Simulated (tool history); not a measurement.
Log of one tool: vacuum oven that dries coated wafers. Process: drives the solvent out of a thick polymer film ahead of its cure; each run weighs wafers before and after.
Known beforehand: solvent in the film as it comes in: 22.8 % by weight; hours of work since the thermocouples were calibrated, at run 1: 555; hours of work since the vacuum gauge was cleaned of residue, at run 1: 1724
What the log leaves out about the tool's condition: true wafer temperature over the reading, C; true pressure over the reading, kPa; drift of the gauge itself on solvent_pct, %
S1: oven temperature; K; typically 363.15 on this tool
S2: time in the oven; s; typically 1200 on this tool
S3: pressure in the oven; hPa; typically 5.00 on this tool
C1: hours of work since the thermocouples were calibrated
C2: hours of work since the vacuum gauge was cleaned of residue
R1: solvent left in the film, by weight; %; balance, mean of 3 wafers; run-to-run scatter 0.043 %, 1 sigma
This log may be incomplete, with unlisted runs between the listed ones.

run    hour      S1    S2    S3   C1    C2    R1
  1     0.0  363.15  1200  5.00  555  1724  3.43
  2    68.9  363.15  1200  5.00  586  1754  3.46
      119.5  -- oven's thermocouples calibrated
  3   119.5  363.15  1200  5.00    0  1775  3.56
  4   176.7  363.15  1200  5.00   25  1801  3.59
  5   268.0  363.15  1200  7.60   66  1841  3.87
  6   374.5  363.15  1200  7.60  113  1888  3.79
  7   468.5  349.15  1200  5.00  154  1929  9.85
  8   513.9  349.15  1200  5.00  174  1949  9.97
  9   583.8  363.15  1200  5.00  205  1980  3.58
 10   678.8  352.15  1020  5.00  247  2022  9.54
 11   784.4  363.15  1200  4.85  293  2069  3.41
 12   895.5  368.15  1200  5.00  342  2118  1.96
 13   994.9  368.15  1380  5.00  386  2162  1.60
 14  1091.1  368.15  1380  5.00  429  2204  1.63
 15  1174.6  368.15   720  5.00  465  2241  4.33
 16  1256.6  368.15   720  5.00  502  2277  4.31
 17  1336.4  363.15  1560  9.67  537  2312  2.89
 18  1381.5  362.15  1200  8.36  557  2332  4.13

5 options for the next run, each taken on its own from the tool as it stands now. Forecast them:
  A  1462.8  363.15  1200  16.84  593  2368   ?
  B  1462.8  362.15  2160   8.36  593  2368   ?
  C  1462.8  376.15   660  10.04  593  2368   ?
  D  1462.8  363.15  1860  15.22  593  2368   ?
  E  1462.8  363.15  1200  11.10  593  2368   ?

run    R1
  A  4.56
  B  2.12
  C  2.43
  D  2.87
  E  4.05
The same runs, with their run-to-run variation unchanged, on a tool lacking any hidden condition would have given:
run    R1
  A  4.47
  B  1.78
  C  2.38
  D  2.60
  E  3.95

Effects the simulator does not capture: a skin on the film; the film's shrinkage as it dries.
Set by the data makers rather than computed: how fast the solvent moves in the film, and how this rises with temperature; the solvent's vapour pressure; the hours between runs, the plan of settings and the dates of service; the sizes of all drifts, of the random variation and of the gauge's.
